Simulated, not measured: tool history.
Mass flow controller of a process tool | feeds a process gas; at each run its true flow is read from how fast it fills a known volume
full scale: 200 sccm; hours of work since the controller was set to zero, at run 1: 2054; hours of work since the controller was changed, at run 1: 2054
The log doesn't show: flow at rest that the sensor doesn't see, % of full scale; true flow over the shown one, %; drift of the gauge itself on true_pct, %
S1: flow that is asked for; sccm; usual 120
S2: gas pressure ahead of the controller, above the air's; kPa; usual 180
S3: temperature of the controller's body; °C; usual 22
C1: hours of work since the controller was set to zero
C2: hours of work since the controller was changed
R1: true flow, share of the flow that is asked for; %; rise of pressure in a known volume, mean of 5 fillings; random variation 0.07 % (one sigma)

{"run": 1, "hour": 0.0, "S1": 120, "S2": 180, "S3": 22, "C1": 2054, "C2": 2054, "R1": 99.86}
{"run": 2, "hour": 286.4, "S1": 120, "S2": 180, "S3": 24, "C1": 2275, "C2": 2275, "R1": 100.07}
{"run": 3, "hour": 478.0, "S1": 120, "S2": 180, "S3": 24, "C1": 2424, "C2": 2424, "R1": 100.27}
{"run": 4, "hour": 652.5, "S1": 120, "S2": 180, "S3": 24, "C1": 2558, "C2": 2558, "R1": 100.32}
{"run": 5, "hour": 934.1, "S1": 37, "S2": 180, "S3": 22, "C1": 2776, "C2": 2776, "R1": 97.87}
{"run": 6, "hour": 1222.0, "S1": 37, "S2": 226, "S3": 22, "C1": 2998, "C2": 2998, "R1": 98.13}
{"run": 7, "hour": 1430.3, "S1": 120, "S2": 180, "S3": 22, "C1": 3159, "C2": 3159, "R1": 100.32}
{"run": 8, "hour": 1622.0, "S1": 120, "S2": 180, "S3": 22, "C1": 3308, "C2": 3308, "R1": 100.49}
{"run": 9, "hour": 1775.9, "S1": 120, "S2": 152, "S3": 22, "C1": 3426, "C2": 3426, "R1": 100.14}
{"run": 10, "hour": 1987.0, "S1": 120, "S2": 208, "S3": 22, "C1": 3590, "C2": 3590, "R1": 100.66}
{"run": 11, "hour": 2217.0, "S1": 120, "S2": 208, "S3": 22, "C1": 3767, "C2": 3767, "R1": 100.78}
{"run": 12, "hour": 2504.4, "S1": 120, "S2": 208, "S3": 22, "C1": 3989, "C2": 3989, "R1": 100.75}
{"run": 13, "hour": 2686.5, "S1": 120, "S2": 211, "S3": 39, "C1": 4130, "C2": 4130, "R1": 102.86}
{"run": 14, "hour": 2824.3, "S1": 101, "S2": 180, "S3": 36, "C1": 4237, "C2": 4237, "R1": 102.05}
{"run": 15, "hour": 2952.3, "S1": 76, "S2": 280, "S3": 38, "C1": 4335, "C2": 4335, "R1": 102.37}
{"run": 16, "hour": 3142.6, "S1": 120, "S2": 156, "S3": 22, "C1": 4483, "C2": 4483, "R1": 100.77}
{"run": 17, "hour": 3395.6, "S1": 140, "S2": 180, "S3": 35, "C1": 4678, "C2": 4678, "R1": 102.68}
{"run": 18, "hour": 3537.6, "S1": 59, "S2": 203, "S3": 21, "C1": 4788, "C2": 4788, "R1": 99.23}
{"run": 19, "hour": 3832.4, "S1": 21, "S2": 142, "S3": 30, "C1": 5016, "C2": 5016, "R1": 93.97}
{"run": 20, "hour": 4055.7, "S1": 21, "S2": 142, "S3": 30, "C1": 5188, "C2": 5188, "R1": 93.91}
{"run": 21, "hour": 4207.1, "S1": 120, "S2": 180, "S3": 22, "C1": 5305, "C2": 5305, "R1": 101.23}
{"run": 22, "hour": 4444.9, "S1": 23, "S2": 145, "S3": 31, "C1": 5489, "C2": 5489, "R1": 94.51}
{"run": 23, "hour": 4678.7, "S1": 120, "S2": 265, "S3": 22, "C1": 5669, "C2": 5669, "R1": 102.01}

Forecast each of these 5 alternatives for the next run:
{"run": "A", "hour": 4840.0, "S1": 22, "S2": 180, "S3": 27, "C1": 5794, "C2": 5794, "R1": "?"}
{"run": "B", "hour": 4840.0, "S1": 63, "S2": 206, "S3": 34, "C1": 5794, "C2": 5794, "R1": "?"}
{"run": "C", "hour": 4840.0, "S1": 158, "S2": 265, "S3": 29, "C1": 5794, "C2": 5794, "R1": "?"}
{"run": "D", "hour": 4840.0, "S1": 49, "S2": 151, "S3": 22, "C1": 5794, "C2": 5794, "R1": "?"}
{"run": "E", "hour": 4840.0, "S1": 41, "S2": 180, "S3": 21, "C1": 5794, "C2": 5794, "R1": "?"}

run=A R1=93.79
run=B R1=101.17
run=C R1=103.61
run=D R1=98.4
run=E R1=97.62
Without the tool's hidden state the same runs would have given:
run=A R1=99.35
run=B R1=100.46
run=C R1=100.89
run=D R1=98.66
run=E R1=98.72
